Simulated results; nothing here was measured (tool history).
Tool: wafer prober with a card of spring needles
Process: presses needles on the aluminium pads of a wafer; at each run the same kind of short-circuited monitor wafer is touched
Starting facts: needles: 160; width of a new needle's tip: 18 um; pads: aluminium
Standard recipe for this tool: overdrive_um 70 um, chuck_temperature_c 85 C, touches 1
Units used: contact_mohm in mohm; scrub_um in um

run 1 day=0.000 | overdrive_um=70 chuck_temperature_c=85 touches=1 | contact_mohm=215 scrub_um=16.62
-- day=0.054 tips cleaned on abrasive film
-- day=0.312 tips cleaned on abrasive film
-- day=0.583 tips cleaned on abrasive film
run 2 day=0.646 | overdrive_um=70 chuck_temperature_c=85 touches=1 | contact_mohm=200 scrub_um=16.52
-- day=0.854 tips cleaned on abrasive film
-- day=1.138 tips cleaned on abrasive film
run 3 day=1.221 | overdrive_um=70 chuck_temperature_c=85 touches=1 | contact_mohm=205 scrub_um=16.50
-- day=1.425 tips cleaned on abrasive film
-- day=1.688 tips cleaned on abrasive film
run 4 day=1.812 | overdrive_um=70 chuck_temperature_c=85 touches=1 | contact_mohm=214 scrub_um=16.45
-- day=1.996 tips cleaned on abrasive film
run 5 day=2.154 | overdrive_um=70 chuck_temperature_c=40 touches=1 | contact_mohm=206 scrub_um=16.46
-- day=2.275 tips cleaned on abrasive film
-- day=2.567 tips cleaned on abrasive film
run 6 day=2.592 | overdrive_um=89 chuck_temperature_c=40 touches=1 | contact_mohm=177 scrub_um=20.88
-- day=2.842 tips cleaned on abrasive film
run 7 day=2.892 | overdrive_um=70 chuck_temperature_c=85 touches=1 | contact_mohm=199 scrub_um=16.31
-- day=3.108 tips cleaned on abrasive film
run 8 day=3.292 | overdrive_um=70 chuck_temperature_c=85 touches=1 | contact_mohm=223 scrub_um=16.30
-- day=3.362 tips cleaned on abrasive film
-- day=3.625 tips cleaned on abrasive film
run 9 day=3.833 | overdrive_um=62 chuck_temperature_c=85 touches=1 | contact_mohm=230 scrub_um=14.38
-- day=3.888 tips cleaned on abrasive film
-- day=3.900 height of the first contact set anew
-- day=4.188 tips cleaned on abrasive film
-- day=4.475 tips cleaned on abrasive film
run 10 day=4.521 | overdrive_um=62 chuck_temperature_c=85 touches=1 | contact_mohm=201 scrub_um=14.12
-- day=4.754 tips cleaned on abrasive film
-- day=5.046 tips cleaned on abrasive film
run 11 day=5.162 | overdrive_um=62 chuck_temperature_c=85 touches=1 | contact_mohm=228 scrub_um=14.08
-- day=5.329 tips cleaned on abrasive film
-- day=5.625 tips cleaned on abrasive film
run 12 day=5.829 | overdrive_um=88 chuck_temperature_c=43 touches=2 | contact_mohm=183 scrub_um=20.27
-- day=5.879 tips cleaned on abrasive film
run 13 day=6.121 | overdrive_um=70 chuck_temperature_c=91 touches=3 | contact_mohm=198 scrub_um=15.93
-- day=6.167 tips cleaned on abrasive film
-- day=6.446 tips cleaned on abrasive film
run 14 day=6.533 | overdrive_um=70 chuck_temperature_c=91 touches=3 | contact_mohm=193 scrub_um=15.89
-- day=6.583 height of the first contact set anew, once more
-- day=6.754 tips cleaned on abrasive film
-- day=7.017 tips cleaned on abrasive film
run 15 day=7.017 | overdrive_um=70 chuck_temperature_c=91 touches=3 | contact_mohm=186 scrub_um=16.70
-- day=7.296 tips cleaned on abrasive film
-- day=7.550 tips cleaned on abrasive film
run 16 day=7.550 | overdrive_um=57 chuck_temperature_c=63 touches=2 | contact_mohm=185 scrub_um=13.57
-- day=7.858 tips cleaned on abrasive film
run 17 day=7.892 | overdrive_um=57 chuck_temperature_c=63 touches=2 | contact_mohm=197 scrub_um=13.48
-- day=8.129 tips cleaned on abrasive film
run 18 day=8.283 | overdrive_um=57 chuck_temperature_c=63 touches=2 | contact_mohm=215 scrub_um=13.47
-- day=8.429 tips cleaned on abrasive film
run 19 day=8.667 | overdrive_um=83 chuck_temperature_c=85 touches=1 | contact_mohm=207 scrub_um=19.71
-- day=8.708 tips cleaned on abrasive film
-- day=8.979 tips cleaned on abrasive film
-- day=9.250 tips cleaned on abrasive film
run 20 day=9.350 | overdrive_um=70 chuck_temperature_c=85 touches=2 | contact_mohm=202 scrub_um=16.47
-- day=9.533 tips cleaned on abrasive film
-- day=9.808 tips cleaned on abrasive film
run 21 day=9.825 | overdrive_um=56 chuck_temperature_c=72 touches=2 | contact_mohm=196 scrub_um=13.09
-- day=10.112 tips cleaned on abrasive film
-- day=10.371 tips cleaned on abrasive film
run 22 day=10.383 | overdrive_um=56 chuck_temperature_c=72 touches=2 | contact_mohm=192 scrub_um=12.98

Subtracting, for every run, the result it would have given without the tool's unlogged condition from the measured result gives the following. The same run-to-run variation enters both numbers; the gauge's scatter may not:
The hidden state here: debris on the tips, nm; way that the needles fall short of the set height, um; tips' diameter, um; drift of the gauge itself on contact_mohm, %; drift of the gauge itself on scrub_um, %.
run=1 contact_mohm=+35 scrub_um=-0.12
run=2 contact_mohm=+22 scrub_um=-0.19
run=3 contact_mohm=+24 scrub_um=-0.25
run=4 contact_mohm=+32 scrub_um=-0.31
run=5 contact_mohm=+35 scrub_um=-0.33
run=6 contact_mohm=+9 scrub_um=-0.39
run=7 contact_mohm=+18 scrub_um=-0.42
run=8 contact_mohm=+39 scrub_um=-0.45
run=9 contact_mohm=+51 scrub_um=-0.50
run=10 contact_mohm=+22 scrub_um=-0.71
run=11 contact_mohm=+42 scrub_um=-0.76
run=12 contact_mohm=+18 scrub_um=-0.81
run=13 contact_mohm=+17 scrub_um=-0.84
run=14 contact_mohm=+12 scrub_um=-0.89
run=15 contact_mohm=+2 scrub_um=-0.05
run=16 contact_mohm=+4 scrub_um=-0.10
run=17 contact_mohm=+15 scrub_um=-0.13
run=18 contact_mohm=+33 scrub_um=-0.17
run=19 contact_mohm=+32 scrub_um=-0.20
run=20 contact_mohm=+18 scrub_um=-0.27
run=21 contact_mohm=+11 scrub_um=-0.32
run=22 contact_mohm=+11 scrub_um=-0.38
